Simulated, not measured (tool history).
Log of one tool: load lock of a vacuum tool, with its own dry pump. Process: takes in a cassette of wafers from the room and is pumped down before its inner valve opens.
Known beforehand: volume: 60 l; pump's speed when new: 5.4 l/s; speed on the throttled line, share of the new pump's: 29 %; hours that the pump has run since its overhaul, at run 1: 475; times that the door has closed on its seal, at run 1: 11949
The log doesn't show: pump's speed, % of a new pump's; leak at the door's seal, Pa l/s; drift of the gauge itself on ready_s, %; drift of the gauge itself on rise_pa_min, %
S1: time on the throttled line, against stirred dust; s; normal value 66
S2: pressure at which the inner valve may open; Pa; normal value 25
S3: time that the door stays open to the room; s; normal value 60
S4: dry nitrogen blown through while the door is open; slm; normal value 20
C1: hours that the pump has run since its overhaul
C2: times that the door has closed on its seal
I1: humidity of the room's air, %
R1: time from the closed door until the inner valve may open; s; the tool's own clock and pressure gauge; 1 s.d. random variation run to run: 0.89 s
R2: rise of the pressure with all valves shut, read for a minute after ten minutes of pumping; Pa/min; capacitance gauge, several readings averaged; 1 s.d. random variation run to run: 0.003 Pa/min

run 1 hour=0 | S1=66 S2=25 S3=60 S4=20 | C1=475 C2=11949 | I1=41.5 | R1=140.4 R2=0.026
run 2 hour=300 | S1=66 S2=25 S3=60 S4=20 | C1=775 C2=12320 | I1=46 | R1=139.8 R2=0.028
run 3 hour=542 | S1=66 S2=25 S3=60 S4=7 | C1=1017 C2=12619 | I1=43.3 | R1=139.3 R2=0.045
run 4 hour=847.2 | S1=66 S2=25 S3=60 S4=20 | C1=1322 C2=12997 | I1=44.9 | R1=141.2 R2=0.028
run 5 hour=1312.9 | S1=66 S2=25 S3=60 S4=20 | C1=1788 C2=13573 | I1=43.9 | R1=138.5 R2=0.032
run 6 hour=1832.9 | S1=88 S2=25 S3=60 S4=20 | C1=2308 C2=14216 | I1=43.9 | R1=155.4 R2=0.032
run 7 hour=2258.6 | S1=88 S2=25 S3=60 S4=20 | C1=2734 C2=14742 | I1=43.3 | R1=153.9 R2=0.031
run 8 hour=2531.8 | S1=66 S2=25 S3=60 S4=20 | C1=3007 C2=15080 | I1=43.7 | R1=139.3 R2=0.034
run 9 hour=2748.5 | S1=109 S2=38 S3=41 S4=20 | C1=3224 C2=15348 | I1=49.4 | R1=166.3 R2=0.031
run 10 hour=3096 | S1=112 S2=22 S3=60 S4=22 | C1=3571 C2=15778 | I1=44.8 | R1=173 R2=0.033
run 11 hour=3447.5 | S1=112 S2=22 S3=60 S4=22 | C1=3923 C2=16212 | I1=46 | R1=174.5 R2=0.03

Estimate the outcome of run 12 from the log above:
run 12 hour=3934.3 | S1=112 S2=22 S3=60 S4=22 | C1=4410 C2=16815 | I1=49 | R1=? R2=?

{"run 12": {"R1": 174.1, "R2": 0.034}}
On a tool with no hidden condition, and with the same random variation, this run would have come out at R1 174 s, R2 0.034 Pa/min.

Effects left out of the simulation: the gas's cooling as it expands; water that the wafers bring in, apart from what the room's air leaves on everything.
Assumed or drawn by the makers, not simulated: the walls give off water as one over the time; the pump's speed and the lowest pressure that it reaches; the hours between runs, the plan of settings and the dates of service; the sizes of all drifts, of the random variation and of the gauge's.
